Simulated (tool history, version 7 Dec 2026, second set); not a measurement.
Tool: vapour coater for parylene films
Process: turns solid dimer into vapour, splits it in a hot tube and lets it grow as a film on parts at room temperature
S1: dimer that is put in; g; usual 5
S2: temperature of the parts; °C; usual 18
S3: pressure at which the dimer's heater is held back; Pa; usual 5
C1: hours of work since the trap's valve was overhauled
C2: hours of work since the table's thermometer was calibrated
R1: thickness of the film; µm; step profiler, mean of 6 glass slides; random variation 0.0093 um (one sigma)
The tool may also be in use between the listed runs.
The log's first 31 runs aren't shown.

run 32 hour=1705 | S1=5 S2=18 S3=3.29 | C1=165 C2=1287 | R1=0.987
run 33 hour=1768.3 | S1=5 S2=21 S3=2.48 | C1=205 C2=1327 | R1=0.952
run 34 hour=1819.3 | S1=5 S2=21 S3=2.48 | C1=238 C2=1359 | R1=0.92
run 35 hour=1880.7 | S1=5 S2=13 S3=9.94 | C1=276 C2=1398 | R1=0.872
-- hour=1891.7 trap's valve overhauled
run 36 hour=1959.1 | S1=5 S2=13 S3=9.94 | C1=43 C2=1445 | R1=0.962
run 37 hour=2021.4 | S1=3 S2=13 S3=2.71 | C1=82 C2=1484 | R1=0.729
run 38 hour=2062.4 | S1=3 S2=13 S3=2.71 | C1=108 C2=1510 | R1=0.717
run 39 hour=2127.1 | S1=3 S2=18 S3=10.4 | C1=149 C2=1551 | R1=0.476
run 40 hour=2201.5 | S1=3 S2=18 S3=10.4 | C1=196 C2=1598 | R1=0.458
run 41 hour=2240 | S1=3 S2=18 S3=10.4 | C1=220 C2=1622 | R1=0.457
run 42 hour=2285.1 | S1=3 S2=18 S3=10.4 | C1=249 C2=1651 | R1=0.44
run 43 hour=2319.5 | S1=3 S2=18 S3=10.4 | C1=270 C2=1672 | R1=0.445
-- hour=2341.8 trap's valve overhauled
run 44 hour=2391.2 | S1=3 S2=18 S3=11.66 | C1=31 C2=1715 | R1=0.492
run 45 hour=2430.7 | S1=3 S2=18 S3=11.66 | C1=56 C2=1740 | R1=0.488
-- hour=2435.4 table's thermometer calibrated
run 46 hour=2465.3 | S1=8 S2=18 S3=5 | C1=77 C2=19 | R1=1.471
run 47 hour=2525.6 | S1=4 S2=21 S3=5 | C1=116 C2=57 | R1=0.686

3 ways to go on from here, each from the tool as it stands after run 47. What would each give?
run A hour=2581.7 | S1=3 S2=21 S3=5 | C1=151 C2=92 | R1=?
run B hour=2581.7 | S1=8 S2=12 S3=5 | C1=151 C2=92 | R1=?
run C hour=2581.7 | S1=3 S2=15 S3=8.94 | C1=151 C2=92 | R1=?

run=A R1=0.505
run=B R1=1.698
run=C R1=0.528
Without the tool's hidden state the same runs would have given:
run=A R1=0.541
run=B R1=1.821
run=C R1=0.566
